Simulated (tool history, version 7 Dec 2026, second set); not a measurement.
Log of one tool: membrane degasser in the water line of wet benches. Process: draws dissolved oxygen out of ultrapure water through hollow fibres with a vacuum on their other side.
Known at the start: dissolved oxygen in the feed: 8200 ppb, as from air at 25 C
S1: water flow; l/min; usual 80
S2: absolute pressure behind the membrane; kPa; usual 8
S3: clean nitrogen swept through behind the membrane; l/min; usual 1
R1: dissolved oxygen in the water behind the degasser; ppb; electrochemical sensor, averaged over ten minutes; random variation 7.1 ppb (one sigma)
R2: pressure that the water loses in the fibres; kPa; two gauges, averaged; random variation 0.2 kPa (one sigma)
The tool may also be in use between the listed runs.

run,hour,S1,S2,S3,R1,R2
1,0,80,8,1,807.1,44.81
2,82.8,80,8,1,805.9,45.38
3,141.9,80,8,1,807,45.03
4,220.7,80,8.42,1,850,45.47
5,303.8,80,8.42,1,860.1,45.37
6,389.6,80,8.42,1,867.4,45.37
# hour 421: vacuum gauge calibrated
7,426.4,80,8,1,741.9,45.24
8,478.1,80,8,1,718.5,45.48
9,519.7,80,8,1.01,724.4,45.41
10,590.3,80,8,2.77,413.6,45.41
# hour 665.7: seals of the vacuum lines changed
11,665.7,77,8,1,724.6,44.04
12,736.2,77,8,1,719.8,44.23
13,771.6,80,8,1.76,534.2,45.76
14,824.8,80,14.94,1.76,1066.8,45.73
15,861.3,80,14.94,1.76,1064.4,45.55
16,937.1,80,8,0.54,1015.1,45.66
17,973.5,80,8,0.54,991.7,45.74
18,1025.1,115,8,0.94,1010.9,65.58
19,1066.7,102,16.23,0.53,2549.3,58.44
20,1153.8,76,9.47,2.87,474.1,43.71
21,1204.8,76,5.11,0.79,419,43.93
22,1292.7,102,5.58,1.87,451.5,58.51
23,1331.4,93,12.51,1.96,953.2,53.61
24,1377.2,93,12.51,1.96,934.6,53.28
25,1460.6,99,8,1,884.4,57.05
26,1512.4,62,12.28,1,1008.7,35.85
27,1586.2,53,8,1.87,346.1,30.67
28,1663.7,105,14.19,0.58,2181.8,60.84
29,1751.3,56,16.13,1.93,803.1,32.36
30,1794.6,60,17.17,1,1425.4,34.51
31,1874.8,60,17.17,1,1415.6,34.96

Forecast each of these 5 alternatives for the next run:
A,1929.3,115,8,0.57,?,?
B,1929.3,60,12.37,1.02,?,?
C,1929.3,60,6.99,1.67,?,?
D,1929.3,82,6.25,1.03,?,?
E,1929.3,80,6.92,2.62,?,?

run,R1,R2
A,1263.2,66.87
B,998.9,34.85
C,377.2,35.04
D,556.4,47.44
E,397.3,46.5
Without the tool's hidden state the same runs would have given:
run,R1,R2
A,1174.4,62.45
B,958.7,32.55
C,337.4,32.73
D,493.9,44.3
E,347,43.42
